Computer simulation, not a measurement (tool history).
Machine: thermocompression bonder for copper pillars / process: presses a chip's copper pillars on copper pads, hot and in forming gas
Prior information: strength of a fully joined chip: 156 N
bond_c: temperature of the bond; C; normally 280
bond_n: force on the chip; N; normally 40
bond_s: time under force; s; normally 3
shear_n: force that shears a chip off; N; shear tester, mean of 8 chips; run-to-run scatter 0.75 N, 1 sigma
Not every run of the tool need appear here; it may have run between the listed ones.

run,hour,bond_c,bond_n,bond_s,shear_n
1,0,280,40,3,44.9
2,32.2,280,40,4,50.8
3,89.8,280,40,3,45.6
4,163.5,280,40,3,43.8
5,222.8,280,40,3,43.4
6,255.9,280,40,3,44.2
7,303.6,280,40,3,43.1
# hour 311.3: forming gas filter changed
8,350.9,280,40,3,49.7
9,408,280,40,3,47.5
# hour 414.2: heater calibrated with a thermocouple chip
10,448.3,299,40,3,62.6
11,510.2,280,39,3,42.3
12,574.5,280,39,3,43.2
13,637,280,39,3,41.6
# hour 713.7: heater calibrated with a thermocouple chip, once more
14,713.7,251,40,3,28.6
15,761.8,280,30,3,36.4
16,807.4,281,25,3,29.7
17,840.5,267,39,6,50.1
18,902.7,301,59,5,104.2
19,976.2,302,40,3,67.3
20,1038.3,280,50,3,57.6
21,1071.8,280,40,8,68.4
22,1116.5,280,40,8,68.6
# hour 1145.7: force cell calibrated
# hour 1162: forming gas filter changed
23,1179.1,280,40,8,77.5
24,1233.7,280,54,5,83.9
25,1264.5,280,54,5,83.7

Run 26, settings as shown, results not yet in. Your forecast:
26,1299.1,259,27,3,?

{"run 26": {"shear_n": 22.9}}
Without the tool's hidden state the same run would have given shear_n 24.6 N.
